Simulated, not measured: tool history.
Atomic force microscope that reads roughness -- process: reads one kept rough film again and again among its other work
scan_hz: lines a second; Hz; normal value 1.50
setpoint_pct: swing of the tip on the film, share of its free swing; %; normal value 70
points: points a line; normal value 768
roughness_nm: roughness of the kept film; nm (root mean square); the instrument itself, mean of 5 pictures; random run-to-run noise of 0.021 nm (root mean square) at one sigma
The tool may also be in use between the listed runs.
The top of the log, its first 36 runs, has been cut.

| run | hour | scan_hz | setpoint_pct | points | roughness_nm |
|---|---|---|---|---|---|
| 37 | 471.6 | 3.90 | 81 | 365 | 4.332 |
| 38 | 487.5 | 0.60 | 55 | 618 | 4.775 |
|  | 499.0 | height scale calibrated on a step standard, once more |
| 39 | 500.0 | 2.20 | 79 | 613 | 4.454 |
| 40 | 507.7 | 0.78 | 85 | 902 | 4.580 |
| 41 | 517.3 | 0.78 | 85 | 902 | 4.506 |
|  | 525.5 | new tip fitted |
| 42 | 536.2 | 0.65 | 61 | 768 | 5.102 |
| 43 | 544.6 | 1.62 | 61 | 514 | 4.949 |
| 44 | 554.0 | 1.50 | 60 | 464 | 4.898 |
| 45 | 569.8 | 1.50 | 70 | 422 | 4.678 |
| 46 | 580.5 | 0.79 | 61 | 768 | 4.759 |
| 47 | 592.8 | 0.79 | 61 | 768 | 4.647 |
| 48 | 600.9 | 0.79 | 85 | 523 | 4.517 |
|  | 604.5 | new tip fitted |
| 49 | 611.6 | 0.79 | 85 | 523 | 4.968 |

Branching from run 49: 3 alternative next runs. What would each branch give?
| A | 627.1 | 1.50 | 58 | 826 | ? |
| B | 627.1 | 2.64 | 70 | 361 | ? |
| C | 627.1 | 3.66 | 85 | 523 | ? |

| run | roughness_nm |
|---|---|
| A | 4.985 |
| B | 4.725 |
| C | 4.315 |
The same runs, with their run-to-run variation unchanged, on a tool lacking any hidden condition would have given:
| run | roughness_nm |
|---|---|
| A | 5.191 |
| B | 4.920 |
| C | 4.494 |
